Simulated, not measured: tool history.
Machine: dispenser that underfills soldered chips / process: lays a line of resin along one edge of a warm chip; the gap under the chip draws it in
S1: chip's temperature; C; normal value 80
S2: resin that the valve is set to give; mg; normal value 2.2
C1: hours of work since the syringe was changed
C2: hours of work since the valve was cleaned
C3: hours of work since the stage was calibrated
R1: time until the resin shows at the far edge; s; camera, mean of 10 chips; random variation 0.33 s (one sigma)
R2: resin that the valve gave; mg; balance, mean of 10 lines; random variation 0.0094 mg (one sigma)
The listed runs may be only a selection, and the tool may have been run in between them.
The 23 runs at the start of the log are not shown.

run,hour,S1,S2,C1,C2,C3,R1,R2
# hour 94.5: new syringe of resin
24,97.5,82,2.02,2,53,131,13.6,1.941
25,101.2,82,2.02,5,56,134,16.2,1.94
26,106.2,73,1.94,9,60,138,34.4,1.876
# hour 108: new syringe of resin
27,108.9,73,1.94,1,61,140,20.1,1.853
28,113.2,73,1.94,4,65,143,24.3,1.878
29,116.2,78,2.25,6,67,145,21.6,2.139
30,118.3,90,2.18,8,69,147,12.8,2.089
31,120.5,91,2.2,10,71,149,13.9,2.085
# hour 121.6: new syringe of resin
32,123.9,91,2.2,2,73,151,8.4,2.097
33,128.2,70,2.82,5,76,155,30,2.669
34,132.9,73,2.32,9,80,158,31.6,2.201
# hour 134.9: new syringe of resin
35,137.9,73,2.2,2,84,162,21.8,2.075

Below are 3 alternative next runs, each starting from the tool's condition after run 35. Predict each:
A,141.9,77,2.4,5,87,165,?,?
B,141.9,90,2.08,5,87,165,?,?
C,141.9,79,2.2,5,87,165,?,?

run,R1,R2
A,20.3,2.258
B,11.5,1.963
C,18.8,2.062
Take away the tool's hidden state, keep each run's random variation, and the runs would have read:
run,R1,R2
A,14.9,2.394
B,8.5,2.08
C,13.9,2.187
